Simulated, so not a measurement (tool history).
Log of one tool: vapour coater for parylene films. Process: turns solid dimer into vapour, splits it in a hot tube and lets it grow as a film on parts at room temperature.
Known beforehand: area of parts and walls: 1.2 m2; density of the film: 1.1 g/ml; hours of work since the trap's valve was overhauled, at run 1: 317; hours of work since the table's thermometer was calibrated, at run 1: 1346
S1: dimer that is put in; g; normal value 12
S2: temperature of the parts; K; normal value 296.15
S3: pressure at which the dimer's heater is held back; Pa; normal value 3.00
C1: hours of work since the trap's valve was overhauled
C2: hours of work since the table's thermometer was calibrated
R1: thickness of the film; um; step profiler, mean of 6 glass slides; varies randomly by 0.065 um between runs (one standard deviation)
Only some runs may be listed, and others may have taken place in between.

run 1 day=0.000 | S1=12 S2=296.15 S3=3.00 | C1=317 C2=1346 | R1=7.64
run 2 day=0.742 | S1=12 S2=296.15 S3=3.00 | C1=331 C2=1360 | R1=7.73
run 3 day=2.258 | S1=12 S2=296.15 S3=3.00 | C1=361 C2=1389 | R1=7.66
-- day=3.308 table's thermometer calibrated
run 4 day=3.412 | S1=12 S2=296.15 S3=3.00 | C1=383 C2=2 | R1=7.63
-- day=3.846 trap's valve overhauled
run 5 day=4.558 | S1=12 S2=296.15 S3=3.00 | C1=14 C2=21 | R1=7.80
run 6 day=6.179 | S1=12 S2=296.15 S3=3.00 | C1=45 C2=53 | R1=7.73
run 7 day=7.612 | S1=12 S2=296.15 S3=3.00 | C1=73 C2=81 | R1=7.65
run 8 day=8.658 | S1=12 S2=296.15 S3=3.00 | C1=94 C2=101 | R1=7.79
run 9 day=9.892 | S1=7 S2=296.15 S3=3.00 | C1=118 C2=125 | R1=4.52
run 10 day=10.725 | S1=7 S2=296.15 S3=3.00 | C1=134 C2=141 | R1=4.52
run 11 day=12.458 | S1=14 S2=296.15 S3=3.00 | C1=168 C2=175 | R1=8.95
run 12 day=13.858 | S1=12 S2=296.15 S3=3.00 | C1=195 C2=202 | R1=7.81
run 13 day=14.796 | S1=12 S2=296.15 S3=3.00 | C1=213 C2=220 | R1=7.66
run 14 day=16.250 | S1=7 S2=296.15 S3=3.00 | C1=241 C2=249 | R1=4.46
run 15 day=17.754 | S1=12 S2=296.15 S3=10.29 | C1=271 C2=278 | R1=5.79
run 16 day=19.279 | S1=12 S2=308.15 S3=3.00 | C1=300 C2=308 | R1=4.63
run 17 day=20.996 | S1=12 S2=308.15 S3=3.00 | C1=334 C2=341 | R1=4.59
run 18 day=22.004 | S1=10 S2=289.15 S3=3.55 | C1=353 C2=361 | R1=7.33
run 19 day=23.483 | S1=12 S2=303.15 S3=2.77 | C1=382 C2=389 | R1=5.89
-- day=23.938 trap's valve overhauled
run 20 day=24.854 | S1=16 S2=298.15 S3=7.56 | C1=18 C2=413 | R1=7.70
run 21 day=26.179 | S1=16 S2=298.15 S3=7.56 | C1=44 C2=439 | R1=7.66
run 22 day=27.179 | S1=22 S2=305.15 S3=5.20 | C1=63 C2=458 | R1=8.54
run 23 day=28.000 | S1=6 S2=298.15 S3=3.00 | C1=79 C2=474 | R1=3.54
run 24 day=29.262 | S1=10 S2=298.15 S3=3.00 | C1=104 C2=499 | R1=5.99
run 25 day=30.112 | S1=10 S2=298.15 S3=3.00 | C1=120 C2=515 | R1=5.97
run 26 day=31.342 | S1=15 S2=304.15 S3=3.00 | C1=144 C2=539 | R1=6.84
run 27 day=32.688 | S1=5 S2=296.15 S3=3.27 | C1=170 C2=565 | R1=3.14
run 28 day=34.367 | S1=5 S2=296.15 S3=3.27 | C1=203 C2=598 | R1=3.19
run 29 day=35.396 | S1=11 S2=289.15 S3=3.00 | C1=223 C2=618 | R1=8.11
run 30 day=37.042 | S1=11 S2=289.15 S3=3.00 | C1=255 C2=650 | R1=8.25
run 31 day=38.208 | S1=11 S2=289.15 S3=3.00 | C1=278 C2=673 | R1=8.19
run 32 day=39.358 | S1=12 S2=291.15 S3=3.00 | C1=300 C2=695 | R1=8.97
run 33 day=40.429 | S1=12 S2=292.15 S3=3.60 | C1=321 C2=716 | R1=8.81
run 34 day=41.454 | S1=12 S2=292.15 S3=3.60 | C1=341 C2=736 | R1=8.75

Each row is a separate what-if for the run after 34, all from the same tool condition, not one after another. Results?
run A day=42.200 | S1=17 S2=300.15 S3=5.88 | C1=355 C2=750 | R1=?
run B day=42.200 | S1=12 S2=290.15 S3=3.00 | C1=355 C2=750 | R1=?
run C day=42.200 | S1=12 S2=296.15 S3=2.06 | C1=355 C2=750 | R1=?

run=A R1=7.78
run=B R1=8.75
run=C R1=8.46
Take away the tool's hidden state, keep each run's random variation, and the runs would have read:
run=A R1=7.81
run=B R1=8.78
run=C R1=8.50
